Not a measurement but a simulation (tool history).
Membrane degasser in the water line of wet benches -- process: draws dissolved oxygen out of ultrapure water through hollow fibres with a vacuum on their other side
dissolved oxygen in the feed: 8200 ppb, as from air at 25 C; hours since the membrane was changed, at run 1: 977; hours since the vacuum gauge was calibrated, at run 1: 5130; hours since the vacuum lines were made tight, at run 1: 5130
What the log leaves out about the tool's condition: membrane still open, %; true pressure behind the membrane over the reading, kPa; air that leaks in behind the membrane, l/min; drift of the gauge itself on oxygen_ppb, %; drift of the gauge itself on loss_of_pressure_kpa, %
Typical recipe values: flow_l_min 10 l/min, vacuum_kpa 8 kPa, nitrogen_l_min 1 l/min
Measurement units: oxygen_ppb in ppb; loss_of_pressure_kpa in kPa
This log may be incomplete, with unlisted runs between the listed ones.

run     day  flow_l_min  vacuum_kpa  nitrogen_l_min  hours since the membrane was changed  hours since the vacuum gauge was calibrated  hours since the vacuum lines were made tight  oxygen_ppb  loss_of_pressure_kpa
  1       0          10           8               1                                   977                                         5130                                          5130       141.4                 30.26
  2   1.696          10       10.04               1                                  1018                                         5171                                          5171       194.2                 30.18
  3   3.642          10           8               1                                  1064                                         5218                                          5218       142.9                  30.2
  4   5.967          10           8               1                                  1120                                         5273                                          5273       141.8                 30.26
  5   8.417          10           8               1                                  1179                                         5332                                          5332         141                 30.49
  6  11.358          10           8               1                                  1250                                         5403                                          5403       143.5                 30.53
  7  13.562           9           8               1                                  1302                                         5456                                          5456       124.1                 27.16
  8  16.267          10       10.46               1                                  1367                                         5521                                          5521         205                 30.16
  9  19.162          10       10.46               1                                  1437                                         5590                                          5590       202.1                 30.31
 10    20.5          10       10.46               1                                  1469                                         5622                                          5622       201.4                 30.23
 11  21.783          13           8               1                                  1500                                         5653                                          5653       213.9                 39.79
 12  23.254          13           8               1                                  1535                                         5688                                          5688       214.7                 39.22
     23.433  -- vacuum gauge calibrated
 13  24.808          13           8               1                                  1572                                           33                                          5725       218.1                 39.75
 14  26.496          13           8               1                                  1612                                           73                                          5766       218.1                 39.65
 15  28.012           8           8               1                                  1649                                          110                                          5802       113.4                 24.22
 16  30.521          10           8               1                                  1709                                          170                                          5862         148                 30.32
 17  32.158           7           8            0.66                                  1748                                          209                                          5902       143.4                 21.54
       34.1  -- vacuum gauge calibrated, once more
 18  34.825          11           8            0.71                                  1812                                           17                                          5965       204.1                 33.76
 19  36.975          11           8            0.71                                  1863                                           69                                          6017       203.3                 33.43
 20  39.675          10        7.43            0.76                                  1928                                          134                                          6082       152.7                 30.44
 21  40.954          10       11.71            1.28                                  1959                                          164                                          6112       185.8                 30.68
     41.271  -- seals of the vacuum lines changed
 22  43.221          10       11.71            1.28                                  2011                                          217                                            47       174.2                 30.52
 23  45.342          10       11.71            1.28                                  2062                                          268                                            98       174.2                 30.33
 24  48.296          10        5.58            1.28                                  2133                                          339                                           169        62.7                 30.71
 25  50.625          13         7.8            1.04                                  2189                                          395                                           225       191.1                 39.72
 26  53.121          16        9.32            0.77                                  2249                                          454                                           284         396                 49.01

What does the tool deliver on the next run?
 27  55.404          10       11.65            0.74                                  2304                                          509                                           339           ?                     ?

oxygen_ppb: 275 ppb
loss_of_pressure_kpa: 30.6 kPa
Had the tool carried no hidden state, the very same run would have given oxygen_ppb 269.1 ppb, loss_of_pressure_kpa 29.63 kPa.
